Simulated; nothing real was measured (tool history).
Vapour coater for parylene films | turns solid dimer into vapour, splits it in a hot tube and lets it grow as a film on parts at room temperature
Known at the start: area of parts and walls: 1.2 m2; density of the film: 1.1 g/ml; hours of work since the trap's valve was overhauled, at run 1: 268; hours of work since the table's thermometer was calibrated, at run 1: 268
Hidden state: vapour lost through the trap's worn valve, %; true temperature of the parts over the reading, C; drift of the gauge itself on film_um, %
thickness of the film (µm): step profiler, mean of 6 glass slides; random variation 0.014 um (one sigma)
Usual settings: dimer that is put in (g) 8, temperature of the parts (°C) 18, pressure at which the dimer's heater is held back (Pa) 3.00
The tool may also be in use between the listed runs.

run	hour	dimer that is put in (g)	temperature of the parts (°C)	pressure at which the dimer's heater is held back (Pa)	hours of work since the trap's valve was overhauled	hours of work since the table's thermometer was calibrated	thickness of the film (µm)
1	0.0	8	18	3.00	268	268	3.65
2	11.3	8	18	2.21	275	275	3.79
3	28.2	8	18	2.21	286	286	3.79
4	36.6	8	18	2.21	291	291	3.78
5	49.8	8	18	2.21	299	299	3.79
6	57.4	8	18	2.21	304	304	3.80
7	73.7	6	26	2.21	314	314	2.02

The next listed run, before its measurement:
8	81.0	5	27	9.47	319	319	?

{"run 8": {"thickness of the film (µm)": 1.33}}
Without the tool's hidden state the same run would have given thickness of the film (µm) 1.38.
